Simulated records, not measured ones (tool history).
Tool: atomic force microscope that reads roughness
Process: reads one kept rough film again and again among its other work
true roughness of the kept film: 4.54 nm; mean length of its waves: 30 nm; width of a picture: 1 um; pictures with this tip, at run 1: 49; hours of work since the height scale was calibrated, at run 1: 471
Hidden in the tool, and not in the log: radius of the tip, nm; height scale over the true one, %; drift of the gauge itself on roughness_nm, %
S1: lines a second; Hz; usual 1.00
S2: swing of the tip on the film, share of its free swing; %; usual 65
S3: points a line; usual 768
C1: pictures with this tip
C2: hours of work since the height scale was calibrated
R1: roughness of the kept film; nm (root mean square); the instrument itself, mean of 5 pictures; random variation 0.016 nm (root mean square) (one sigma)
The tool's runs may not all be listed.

| run | hour | S1 | S2 | S3 | C1 | C2 | R1 |
|---|---|---|---|---|---|---|---|
| 1 | 0.0 | 1.00 | 65 | 768 | 49 | 471 | 3.128 |
|  | 22.1 | new tip fitted |
| 2 | 28.2 | 2.11 | 65 | 768 | 10 | 490 | 3.465 |
|  | 72.0 | new tip fitted |
| 3 | 72.5 | 0.88 | 65 | 768 | 1 | 520 | 3.797 |
| 4 | 96.2 | 0.63 | 65 | 768 | 39 | 536 | 3.314 |
|  | 125.7 | new tip fitted |
| 5 | 142.0 | 1.00 | 65 | 768 | 26 | 567 | 3.455 |
|  | 176.9 | new tip fitted |
| 6 | 178.8 | 1.00 | 65 | 768 | 3 | 591 | 3.764 |
|  | 230.1 | new tip fitted |
| 7 | 230.1 | 1.00 | 65 | 768 | 0 | 626 | 3.804 |
| 8 | 252.6 | 1.00 | 65 | 768 | 37 | 641 | 3.286 |
|  | 279.9 | new tip fitted |
| 9 | 279.9 | 1.00 | 65 | 768 | 0 | 659 | 3.809 |
| 10 | 328.5 | 1.00 | 65 | 768 | 78 | 692 | 2.875 |
|  | 331.5 | new tip fitted |
| 11 | 365.9 | 1.00 | 67 | 338 | 55 | 717 | 3.080 |
|  | 385.1 | new tip fitted |
| 12 | 413.5 | 1.00 | 89 | 768 | 46 | 749 | 2.949 |
|  | 437.5 | new tip fitted |
| 13 | 439.4 | 0.62 | 88 | 768 | 3 | 767 | 3.582 |
| 14 | 475.8 | 0.62 | 88 | 768 | 61 | 791 | 2.882 |
|  | 487.7 | new tip fitted |
| 15 | 499.7 | 2.05 | 64 | 768 | 19 | 807 | 3.346 |
|  | 539.1 | new tip fitted |
| 16 | 540.4 | 2.05 | 64 | 768 | 2 | 835 | 3.618 |
| 17 | 573.3 | 2.05 | 64 | 768 | 55 | 857 | 3.024 |
|  | 591.5 | new tip fitted |
| 18 | 599.5 | 3.51 | 58 | 421 | 13 | 874 | 3.433 |
| 19 | 628.4 | 2.03 | 77 | 741 | 59 | 894 | 2.727 |

3 ways to go on from here, each from the tool as it stands after run 19. What would each give?
|  | 643.6 | new tip fitted |
| A | 675.5 | 3.55 | 81 | 508 | 51 | 926 | ? |
|  | 643.6 | new tip fitted |
| B | 675.5 | 1.00 | 86 | 768 | 51 | 926 | ? |
|  | 643.6 | new tip fitted |
| C | 675.5 | 0.50 | 69 | 741 | 51 | 926 | ? |

| run | R1 |
|---|---|
| A | 2.334 |
| B | 2.832 |
| C | 3.129 |
Without the tool's hidden state the same runs would have given:
| run | R1 |
|---|---|
| A | 2.895 |
| B | 3.512 |
| C | 3.881 |

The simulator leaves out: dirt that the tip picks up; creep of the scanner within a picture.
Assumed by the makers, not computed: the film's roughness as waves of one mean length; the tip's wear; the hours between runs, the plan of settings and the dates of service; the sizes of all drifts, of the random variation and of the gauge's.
